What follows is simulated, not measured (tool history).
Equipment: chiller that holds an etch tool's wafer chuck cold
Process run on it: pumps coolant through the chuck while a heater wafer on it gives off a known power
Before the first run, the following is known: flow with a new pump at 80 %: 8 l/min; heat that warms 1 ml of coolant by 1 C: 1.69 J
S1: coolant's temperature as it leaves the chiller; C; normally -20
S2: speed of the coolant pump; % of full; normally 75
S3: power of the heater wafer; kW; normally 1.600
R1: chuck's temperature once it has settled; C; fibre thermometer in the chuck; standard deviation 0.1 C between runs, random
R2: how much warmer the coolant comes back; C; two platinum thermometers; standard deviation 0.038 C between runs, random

run   hour   S1  S2     S3     R1    R2
  1    0.0  -20  75  1.600   -0.7  8.00
  2   99.0  -20  75  1.600   -0.6  7.96
  3  212.9  -20  75  1.168   -5.7  5.82
  4  349.1  -20  75  1.168   -5.4  5.82
  5  567.4  -20  75  1.600   -0.3  8.01
     775.7  -- chiller's thermometer calibrated
  6  790.7  -25  68  1.759   -1.8  9.86
  7  911.3  -30  80  1.674  -11.1  7.80

Run 8 is up next; what results do you expect?
  8  1012.3  -20  75  1.408   ?   ?

{"run 8": {"R1": -3.0, "R2": 7.11}}
If the tool had no hidden condition, the same run with the same run-to-run variation would have returned R1 -4.5 C, R2 6.76 C.

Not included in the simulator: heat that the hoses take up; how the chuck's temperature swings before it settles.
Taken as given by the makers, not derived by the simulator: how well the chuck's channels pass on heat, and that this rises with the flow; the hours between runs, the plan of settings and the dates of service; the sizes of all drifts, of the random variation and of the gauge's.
